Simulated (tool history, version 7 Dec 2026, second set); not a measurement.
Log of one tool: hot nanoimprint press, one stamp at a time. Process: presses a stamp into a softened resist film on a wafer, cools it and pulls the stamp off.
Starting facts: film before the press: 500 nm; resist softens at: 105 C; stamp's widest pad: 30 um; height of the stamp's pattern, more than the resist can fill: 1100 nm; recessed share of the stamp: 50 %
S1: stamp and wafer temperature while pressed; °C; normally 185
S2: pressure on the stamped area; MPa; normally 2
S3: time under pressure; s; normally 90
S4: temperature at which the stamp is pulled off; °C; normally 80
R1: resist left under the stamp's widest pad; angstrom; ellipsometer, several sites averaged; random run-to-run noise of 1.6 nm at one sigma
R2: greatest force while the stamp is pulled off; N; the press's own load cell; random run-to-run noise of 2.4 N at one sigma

Run 1, hour 0: usual settings. Result: R1 2797 angstrom, R2 121 N.
Run 2, hour 49.7: usual settings. Result: R1 2786 angstrom, R2 123 N.
Run 3, hour 84.5: usual settings. Result: R1 2806 angstrom, R2 132 N.
Run 4, hour 129.9: usual settings but S1 192 °C. Result: R1 2325 angstrom, R2 140 N.
Run 5, hour 172.2: usual settings but S1 192 °C, S3 49 s. Result: R1 2902 angstrom, R2 144 N.
Run 6, hour 207.8: usual settings. Result: R1 2808 angstrom, R2 152 N.
Run 7, hour 238.8: usual settings. Result: R1 2850 angstrom, R2 153 N.
Run 8, hour 270.2: usual settings. Result: R1 2834 angstrom, R2 157 N.
Run 9, hour 311.6: usual settings but S1 179 °C. Result: R1 3278 angstrom, R2 162 N.
At hour 348.9: stamp cleaned and given a new release coat.
Run 10, hour 366.3: usual settings but S1 179 °C. Result: R1 3294 angstrom, R2 114 N.
Run 11, hour 400.6: usual settings but S1 179 °C. Result: R1 3321 angstrom, R2 121 N.
At hour 424.8: plate thermocouple calibrated.
Run 12, hour 446.5: usual settings. Result: R1 2744 angstrom, R2 119 N.
Run 13, hour 487.1: usual settings. Result: R1 2789 angstrom, R2 119 N.
Run 14, hour 522.4: usual settings. Result: R1 2793 angstrom, R2 131 N.
Run 15, hour 554.5: usual settings. Result: R1 2775 angstrom, R2 135 N.
Run 16, hour 583.8: usual settings. Result: R1 2804 angstrom, R2 145 N.
Run 17, hour 616.2: usual settings but S1 192 °C, S2 1.43 MPa, S3 143 s, S4 69 °C. Result: R1 2306 angstrom, R2 183 N.
Run 18, hour 638.5: usual settings but S1 180 °C, S2 2.61 MPa, S3 139 s, S4 83 °C. Result: R1 2475 angstrom, R2 141 N.
Run 19, hour 667.2: usual settings but S1 180 °C, S2 2.38 MPa, S3 139 s, S4 83 °C. Result: R1 2557 angstrom, R2 141 N.
At hour 685: press's hydraulic seals changed and the load cell set to zero.
Run 20, hour 721.3: usual settings but S1 184 °C, S2 2.37 MPa. Result: R1 2605 angstrom, R2 160 N.
Run 21, hour 765.7: usual settings but S2 1.45 MPa, S3 103 s. Result: R1 3000 angstrom, R2 167 N.
At hour 784.8: stamp cleaned and given a new release coat.
Run 22, hour 805.6: usual settings but S2 1.71 MPa. Result: R1 2931 angstrom, R2 114 N.
Run 23, hour 825.6: usual settings but S1 190 °C, S2 2.02 MPa. Result: R1 2405 angstrom, R2 113 N.
Run 24, hour 859.2: usual settings but S1 177 °C, S4 66 °C. Result: R1 3341 angstrom, R2 156 N.
Run 25, hour 901.7: usual settings but S4 66 °C. Result: R1 2739 angstrom, R2 160 N.

Run 26 is up next; what results do you expect?
Run 26, hour 946.7: usual settings but S1 189 °C, S4 66 °C. Result: R1 ?, R2 ?.

R1: 2496 angstrom
R2: 165 N
With the hidden condition absent and the run-to-run variation left alone, this run would have shown R1 2459 angstrom, R2 137 N.
